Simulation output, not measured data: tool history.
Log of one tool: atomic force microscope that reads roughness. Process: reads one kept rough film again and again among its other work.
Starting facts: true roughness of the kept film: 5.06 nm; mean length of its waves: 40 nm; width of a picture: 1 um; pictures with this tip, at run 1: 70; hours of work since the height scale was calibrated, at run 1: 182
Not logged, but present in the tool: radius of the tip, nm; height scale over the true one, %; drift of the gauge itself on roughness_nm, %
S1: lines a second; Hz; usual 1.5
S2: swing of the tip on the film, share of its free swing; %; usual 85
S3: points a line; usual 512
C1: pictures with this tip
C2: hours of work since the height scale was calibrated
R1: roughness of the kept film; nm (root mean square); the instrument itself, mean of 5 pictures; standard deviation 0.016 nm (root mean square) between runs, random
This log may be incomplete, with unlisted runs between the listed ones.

run   hour    S1  S2   S3   C1   C2     R1
  1      0   1.5  85  512   70  182  3.764
  2   45.6   1.5  85  512  139  210  3.736
  3     81   1.5  85  266  193  233  3.732
  4  104.1   1.5  85  266  228  247  3.736
  5    128   1.5  70  512  264  262  4.098
     161.2  -- new tip fitted
  6  168.8   1.5  85  512   12  287  3.737
  7  201.8   1.5  85  512   62  308  3.769
  8  226.6   1.5  85  335  100  323  3.723
  9  275.1   1.5  85  335  173  354  3.756
 10  308.1   1.5  85  335  224  374  3.755
 11  348.1   1.5  85  512  284  399  3.763
     371.2  -- new tip fitted
 12  384.2   1.5  85  512   19  421  3.758
 13  427.7  2.05  73  512   86  449  3.925
 14  447.8  2.84  73  512  116  461  3.755
 15  469.4  0.87  71  744  149  475   4.26
 16  493.5  0.78  85  512  186  490  4.083
 17  531.6  1.06  58  512  244  513  4.338
 18  568.6  1.06  58  512  300  537  4.327
     579.7  -- new tip fitted
 19  603.4  0.59  74  475   36  558  4.281
 20  638.2  0.52  85  512   89  580  4.186
 21    672  0.52  85  512  140  601  4.199
 22  697.1  0.87  78  512  178  617  4.123
 23  717.3  0.87  78  512  209  629  4.132
 24  742.7  0.87  78  512  248  645  4.126

Alternative continuations, all from the tool just after run 24; predict every row:
  A  772.5  0.67  85  507  293  664   ?
  B  772.5  1.68  57  525  293  664   ?
  C  772.5  3.51  66  956  293  664   ?

run     R1
  A  4.088
  B  4.265
  C  3.809
The same runs, with their run-to-run variation unchanged, on a tool lacking any hidden condition would have given:
run     R1
  A  4.107
  B  4.285
  C  3.826

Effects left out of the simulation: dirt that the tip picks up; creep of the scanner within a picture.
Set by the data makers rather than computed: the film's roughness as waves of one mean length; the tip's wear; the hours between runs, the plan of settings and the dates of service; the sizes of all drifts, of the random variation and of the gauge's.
